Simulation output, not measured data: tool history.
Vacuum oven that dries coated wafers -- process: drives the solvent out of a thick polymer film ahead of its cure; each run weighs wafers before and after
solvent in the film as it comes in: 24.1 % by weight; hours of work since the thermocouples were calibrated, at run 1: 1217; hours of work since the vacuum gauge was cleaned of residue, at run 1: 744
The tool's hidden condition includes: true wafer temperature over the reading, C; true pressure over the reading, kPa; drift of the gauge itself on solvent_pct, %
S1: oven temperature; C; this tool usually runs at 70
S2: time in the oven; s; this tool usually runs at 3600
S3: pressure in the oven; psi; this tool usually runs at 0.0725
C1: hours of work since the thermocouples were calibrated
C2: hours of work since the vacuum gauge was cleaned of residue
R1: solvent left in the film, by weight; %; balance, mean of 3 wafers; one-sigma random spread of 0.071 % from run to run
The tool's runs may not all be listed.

run,day,S1,S2,S3,C1,C2,R1
1,0,70,3600,0.0725,1217,744,5.4
2,1.233,70,3600,0.0725,1234,762,5.61
3,2.908,70,3600,0.0725,1258,785,5.68
4,4.538,69,3600,0.0725,1282,809,6.26
5,6.025,69,3600,0.0725,1303,830,6.04
6,7.629,70,3360,0.0725,1326,853,6.13
7,9.296,70,3600,0.0725,1349,877,5.5
8,11.012,70,3600,0.0725,1374,901,5.52
9,12.25,70,3600,0.0725,1392,919,5.57
# day 13.825: oven's thermocouples calibrated
10,13.971,70,3600,0.0725,2,942,5.55
11,15.071,70,3600,0.2136,18,958,6.58
12,16.188,83,3600,0.0725,34,974,0.99
13,16.925,70,3600,0.0725,44,984,5.39
14,17.729,70,3600,0.0725,56,996,5.35
15,18.525,70,1980,0.0725,67,1007,9.44
16,20.025,60,3600,0.0725,89,1029,11.12
17,21.033,60,3600,0.0725,103,1043,11.2
18,22.075,60,3240,0.0725,118,1058,11.6
19,23.258,60,3240,0.0725,135,1075,11.8
20,24.271,75,3240,0.0725,149,1089,3.78
21,25.046,75,3240,0.0725,160,1100,3.85
22,26.738,75,3240,0.0725,184,1125,3.85
23,27.562,71,3600,0.0725,196,1136,5.06
24,29.267,74,3600,0.0725,220,1161,3.76
25,30.138,74,3600,0.1935,233,1173,4.82
26,30.879,74,4920,0.103,243,1184,2.61
# day 31.021: vacuum gauge cleaned of residue and calibrated
27,32.279,74,4920,0.103,263,18,2.6
28,33.267,74,4920,0.103,277,32,2.53
29,34.867,74,4920,0.103,300,55,2.51
30,36.012,61,3600,0.0725,316,71,10.79
31,37.092,70,4440,0.0725,331,87,4.52
# day 37.942: vacuum gauge cleaned of residue and calibrated, once more
32,37.95,73,4380,0.0608,343,0,2.9
33,39.229,70,4680,0.17,361,18,4.87
34,40.033,59,3600,0.0725,372,30,11.72
35,41.729,57,2340,0.0381,397,54,14.65
36,43.038,57,2340,0.0381,415,73,14.8
37,43.925,59,3780,0.092,428,85,11.5
38,45.046,59,3780,0.092,444,101,11.49
39,46.017,71,3780,0.0725,458,115,4.89
40,47.575,59,1800,0.0888,480,138,15.41
41,48.412,83,6420,0.102,492,149,0.72
42,50.112,70,3600,0.2608,516,174,7.19
43,51.75,57,6240,0.0731,540,197,9.37

For each run, the measured value with the value that run would have given without the tool's hidden condition subtracted. The run-to-run variation is shared by both, the gauge scatter possibly not:
run,R1
1,+0.5
2,+0.53
3,+0.55
4,+0.59
5,+0.58
6,+0.61
7,+0.6
8,+0.62
9,+0.64
10,+0.5
11,+0.51
12,+0.2
13,+0.51
14,+0.51
15,+0.51
16,+0.59
17,+0.6
18,+0.58
19,+0.6
20,+0.49
21,+0.51
22,+0.53
23,+0.61
24,+0.54
25,+0.58
26,+0.45
27,+0.53
28,+0.54
29,+0.54
30,+0.85
31,+0.75
32,+0.39
33,+0.5
34,+0.6
35,+0.47
36,+0.48
37,+0.64
38,+0.64
39,+0.59
40,+0.48
41,+0.07
42,+0.69
43,+0.79

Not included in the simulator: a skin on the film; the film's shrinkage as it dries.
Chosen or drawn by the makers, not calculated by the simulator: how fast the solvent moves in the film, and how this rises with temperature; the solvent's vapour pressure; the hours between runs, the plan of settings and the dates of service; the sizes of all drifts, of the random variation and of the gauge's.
